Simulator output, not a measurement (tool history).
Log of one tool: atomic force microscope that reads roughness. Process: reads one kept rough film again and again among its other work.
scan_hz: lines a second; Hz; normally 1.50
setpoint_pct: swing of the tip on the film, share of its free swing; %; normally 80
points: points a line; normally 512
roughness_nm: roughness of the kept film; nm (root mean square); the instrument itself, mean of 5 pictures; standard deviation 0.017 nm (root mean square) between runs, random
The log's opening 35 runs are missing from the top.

{"run": 36, "day": 44.833, "scan_hz": 3.01, "setpoint_pct": 66, "points": 376, "roughness_nm": 3.695}
{"day": 45.496, "done": "new tip fitted"}
{"run": 37, "day": 46.3, "scan_hz": 3.01, "setpoint_pct": 66, "points": 376, "roughness_nm": 3.659}
{"day": 47.138, "done": "new tip fitted"}
{"run": 38, "day": 47.9, "scan_hz": 3.01, "setpoint_pct": 66, "points": 376, "roughness_nm": 3.747}
{"day": 48.817, "done": "new tip fitted"}
{"run": 39, "day": 49.279, "scan_hz": 3.01, "setpoint_pct": 66, "points": 376, "roughness_nm": 3.873}
{"day": 50.433, "done": "new tip fitted"}
{"run": 40, "day": 50.433, "scan_hz": 3.01, "setpoint_pct": 66, "points": 376, "roughness_nm": 4.123}
{"day": 51.2, "done": "height scale calibrated on a step standard, once more"}
{"run": 41, "day": 51.721, "scan_hz": 3.01, "setpoint_pct": 66, "points": 376, "roughness_nm": 3.405}
{"day": 52.146, "done": "new tip fitted"}
{"run": 42, "day": 53.062, "scan_hz": 3.01, "setpoint_pct": 66, "points": 376, "roughness_nm": 3.553}
{"day": 53.796, "done": "new tip fitted"}
{"run": 43, "day": 54.342, "scan_hz": 1.5, "setpoint_pct": 63, "points": 1019, "roughness_nm": 4.013}
{"day": 55.417, "done": "new tip fitted"}
{"run": 44, "day": 55.838, "scan_hz": 1.5, "setpoint_pct": 67, "points": 834, "roughness_nm": 4.038}
{"day": 57.029, "done": "new tip fitted"}
{"run": 45, "day": 57.612, "scan_hz": 0.98, "setpoint_pct": 63, "points": 860, "roughness_nm": 4.1}
{"day": 58.671, "done": "new tip fitted"}
{"run": 46, "day": 59.412, "scan_hz": 0.98, "setpoint_pct": 60, "points": 358, "roughness_nm": 4.053}
{"day": 60.275, "done": "new tip fitted"}
{"run": 47, "day": 60.867, "scan_hz": 0.98, "setpoint_pct": 60, "points": 358, "roughness_nm": 4.129}
{"day": 61.879, "done": "new tip fitted"}
{"run": 48, "day": 62.188, "scan_hz": 0.98, "setpoint_pct": 60, "points": 358, "roughness_nm": 4.25}
{"day": 63.554, "done": "new tip fitted"}
{"run": 49, "day": 63.858, "scan_hz": 3.09, "setpoint_pct": 64, "points": 481, "roughness_nm": 3.917}
{"day": 65.162, "done": "new tip fitted"}
{"run": 50, "day": 65.554, "scan_hz": 0.54, "setpoint_pct": 57, "points": 307, "roughness_nm": 4.286}
{"run": 51, "day": 66.383, "scan_hz": 3.43, "setpoint_pct": 63, "points": 355, "roughness_nm": 3.453}

Here are 3 independent what-if runs from the current tool condition. What would each one return?
{"day": 66.808, "done": "new tip fitted"}
{"run": "A", "day": 67.35, "scan_hz": 0.61, "setpoint_pct": 63, "points": 355, "roughness_nm": "?"}
{"day": 66.808, "done": "new tip fitted"}
{"run": "B", "day": 67.35, "scan_hz": 1.24, "setpoint_pct": 63, "points": 534, "roughness_nm": "?"}
{"day": 66.808, "done": "new tip fitted"}
{"run": "C", "day": 67.35, "scan_hz": 1.5, "setpoint_pct": 82, "points": 512, "roughness_nm": "?"}

run=A roughness_nm=4.187
run=B roughness_nm=4.128
run=C roughness_nm=3.715
What these runs would have given with no unlogged condition in the tool:
run=A roughness_nm=4.495
run=B roughness_nm=4.431
run=C roughness_nm=3.989
